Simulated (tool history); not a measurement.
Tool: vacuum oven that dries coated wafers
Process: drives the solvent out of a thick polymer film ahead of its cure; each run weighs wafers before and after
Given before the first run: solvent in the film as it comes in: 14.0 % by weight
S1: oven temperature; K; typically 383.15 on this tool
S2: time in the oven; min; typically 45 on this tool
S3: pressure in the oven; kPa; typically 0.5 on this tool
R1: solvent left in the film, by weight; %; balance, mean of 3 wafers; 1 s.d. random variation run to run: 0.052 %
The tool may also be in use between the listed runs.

| run | hour | S1 | S2 | S3 | R1 |
|---|---|---|---|---|---|
| 1 | 0 | 383.15 | 45 | 0.5 | 1.24 |
| 2 | 24.3 | 383.15 | 45 | 0.5 | 1.27 |
| 3 | 48.3 | 383.15 | 45 | 0.5 | 1.23 |
| 4 | 72.3 | 383.15 | 31 | 0.5 | 2.32 |
| 5 | 85.2 | 383.15 | 31 | 0.5 | 2.2 |
| 6 | 107 | 383.15 | 45 | 0.258 | 1.1 |
| 7 | 122.5 | 383.15 | 45 | 0.5 | 1.21 |
| 8 | 137.7 | 383.15 | 45 | 0.5 | 1.23 |
| 9 | 162.9 | 383.15 | 45 | 0.5 | 1.35 |
| 10 | 178.6 | 383.15 | 45 | 0.5 | 1.21 |
| 11 | 201.3 | 383.15 | 45 | 0.5 | 1.26 |
| 12 | 228.8 | 383.15 | 45 | 1.338 | 1.88 |
| 13 | 244.3 | 383.15 | 45 | 0.387 | 1.15 |
| 14 | 261 | 383.15 | 45 | 1.135 | 1.68 |
| 15 | 279 | 370.15 | 45 | 0.5 | 3.01 |
| 16 | 295.1 | 370.15 | 45 | 0.5 | 3.16 |
| 17 | 318.4 | 383.15 | 45 | 0.5 | 1.19 |
| 18 | 341.7 | 383.15 | 45 | 0.5 | 1.28 |
| 19 | 355.1 | 383.15 | 45 | 0.5 | 1.19 |
| 20 | 368.4 | 383.15 | 45 | 0.5 | 1.32 |
| 21 | 387.2 | 383.15 | 45 | 0.5 | 1.41 |
| 22 | 409.7 | 383.15 | 45 | 0.5 | 1.25 |
| 23 | 430.5 | 383.15 | 28 | 0.43 | 2.53 |
| 24 | 456.7 | 383.15 | 28 | 0.43 | 2.58 |
| 25 | 478 | 369.15 | 42 | 1.361 | 4.43 |
| 26 | 503.1 | 371.15 | 42 | 0.41 | 3.12 |
| 27 | 516.4 | 368.15 | 61 | 0.382 | 2.22 |
| 28 | 543.7 | 378.15 | 29 | 0.382 | 3.23 |
| 29 | 565.9 | 381.15 | 29 | 0.695 | 2.96 |
| 30 | 585.3 | 375.15 | 40 | 0.5 | 2.68 |
| 31 | 608 | 375.15 | 40 | 0.5 | 2.73 |
| 32 | 621.5 | 395.15 | 29 | 0.804 | 1.14 |
| 33 | 640.3 | 392.15 | 52 | 0.335 | 0.43 |
| 34 | 659.7 | 375.15 | 59 | 0.274 | 1.4 |
| 35 | 672.8 | 375.15 | 59 | 0.274 | 1.33 |
| 36 | 700.6 | 375.15 | 59 | 0.274 | 1.27 |
| 37 | 722.5 | 375.15 | 59 | 0.274 | 1.31 |
| 38 | 736 | 380.15 | 28 | 0.274 | 2.92 |
| 39 | 764.3 | 397.15 | 34 | 0.297 | 0.35 |
| 40 | 782.1 | 383.15 | 60 | 0.765 | 1 |
| 41 | 810.3 | 383.15 | 60 | 0.765 | 0.99 |
| 42 | 830.7 | 383.15 | 60 | 0.765 | 0.98 |
| 43 | 845.7 | 383.15 | 60 | 0.765 | 1.07 |
| 44 | 857.7 | 376.15 | 60 | 1.405 | 2.33 |

Below are 5 alternative next runs, each starting from the tool's condition after run 44. Predict each:
| A | 882.7 | 368.15 | 60 | 0.441 | ? |
| B | 882.7 | 376.15 | 25 | 0.573 | ? |
| C | 882.7 | 389.15 | 28 | 0.344 | ? |
| D | 882.7 | 376.15 | 36 | 1.405 | ? |
| E | 882.7 | 384.15 | 60 | 0.469 | ? |

| run | R1 |
|---|---|
| A | 2.41 |
| B | 4.43 |
| C | 1.77 |
| D | 3.66 |
| E | 0.74 |
Without the tool's hidden state the same runs would have given:
| run | R1 |
|---|---|
| A | 2.39 |
| B | 4.42 |
| C | 1.76 |
| D | 3.64 |
| E | 0.73 |
